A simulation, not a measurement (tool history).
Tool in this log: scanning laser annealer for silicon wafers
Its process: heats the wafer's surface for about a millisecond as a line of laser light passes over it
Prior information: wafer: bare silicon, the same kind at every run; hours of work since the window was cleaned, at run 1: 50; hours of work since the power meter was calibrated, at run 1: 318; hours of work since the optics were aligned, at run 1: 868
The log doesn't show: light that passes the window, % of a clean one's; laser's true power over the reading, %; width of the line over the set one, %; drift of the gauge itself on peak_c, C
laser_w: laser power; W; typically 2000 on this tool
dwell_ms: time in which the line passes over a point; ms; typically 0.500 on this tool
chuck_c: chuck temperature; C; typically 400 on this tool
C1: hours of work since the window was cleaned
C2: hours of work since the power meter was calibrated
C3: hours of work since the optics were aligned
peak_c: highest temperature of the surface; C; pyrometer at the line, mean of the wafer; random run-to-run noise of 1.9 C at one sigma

{"run": 1, "day": 0.0, "laser_w": 2000, "dwell_ms": 0.5, "chuck_c": 400, "C1": 50, "C2": 318, "C3": 868, "peak_c": 1214}
{"run": 2, "day": 0.9, "laser_w": 2000, "dwell_ms": 0.375, "chuck_c": 400, "C1": 60, "C2": 328, "C3": 878, "peak_c": 1110}
{"run": 3, "day": 2.129, "laser_w": 2000, "dwell_ms": 0.375, "chuck_c": 400, "C1": 75, "C2": 343, "C3": 893, "peak_c": 1107}
{"run": 4, "day": 2.696, "laser_w": 2000, "dwell_ms": 0.375, "chuck_c": 400, "C1": 81, "C2": 349, "C3": 899, "peak_c": 1105}
{"run": 5, "day": 3.338, "laser_w": 2000, "dwell_ms": 0.375, "chuck_c": 400, "C1": 89, "C2": 357, "C3": 907, "peak_c": 1110}
{"run": 6, "day": 4.3, "laser_w": 2000, "dwell_ms": 0.375, "chuck_c": 400, "C1": 100, "C2": 368, "C3": 918, "peak_c": 1108}
{"day": 5.292, "done": "optics aligned, line set to its width"}
{"run": 7, "day": 5.717, "laser_w": 2000, "dwell_ms": 0.375, "chuck_c": 400, "C1": 114, "C2": 382, "C3": 5, "peak_c": 1116}
{"run": 8, "day": 6.346, "laser_w": 2000, "dwell_ms": 0.375, "chuck_c": 400, "C1": 121, "C2": 390, "C3": 12, "peak_c": 1116}
{"run": 9, "day": 7.508, "laser_w": 2000, "dwell_ms": 0.375, "chuck_c": 400, "C1": 135, "C2": 403, "C3": 26, "peak_c": 1114}
{"run": 10, "day": 8.358, "laser_w": 2000, "dwell_ms": 0.375, "chuck_c": 400, "C1": 145, "C2": 413, "C3": 36, "peak_c": 1113}
{"run": 11, "day": 8.988, "laser_w": 2000, "dwell_ms": 0.375, "chuck_c": 400, "C1": 152, "C2": 420, "C3": 43, "peak_c": 1114}
{"run": 12, "day": 10.188, "laser_w": 2000, "dwell_ms": 0.5, "chuck_c": 400, "C1": 166, "C2": 434, "C3": 57, "peak_c": 1215}
{"run": 13, "day": 11.392, "laser_w": 2000, "dwell_ms": 0.5, "chuck_c": 400, "C1": 180, "C2": 448, "C3": 71, "peak_c": 1217}
{"run": 14, "day": 12.504, "laser_w": 2000, "dwell_ms": 0.475, "chuck_c": 423, "C1": 193, "C2": 461, "C3": 84, "peak_c": 1224}
{"run": 15, "day": 13.592, "laser_w": 2069, "dwell_ms": 0.373, "chuck_c": 423, "C1": 206, "C2": 474, "C3": 97, "peak_c": 1159}
{"run": 16, "day": 14.696, "laser_w": 2000, "dwell_ms": 0.5, "chuck_c": 378, "C1": 219, "C2": 487, "C3": 110, "peak_c": 1194}

Estimate the outcome of run 17 from the log above:
{"run": 17, "day": 15.308, "laser_w": 2000, "dwell_ms": 0.5, "chuck_c": 378, "C1": 226, "C2": 494, "C3": 117, "peak_c": "?"}

peak_c: 1195 C
If the tool had no hidden condition, the same run with the same run-to-run variation would have returned peak_c 1208 C.
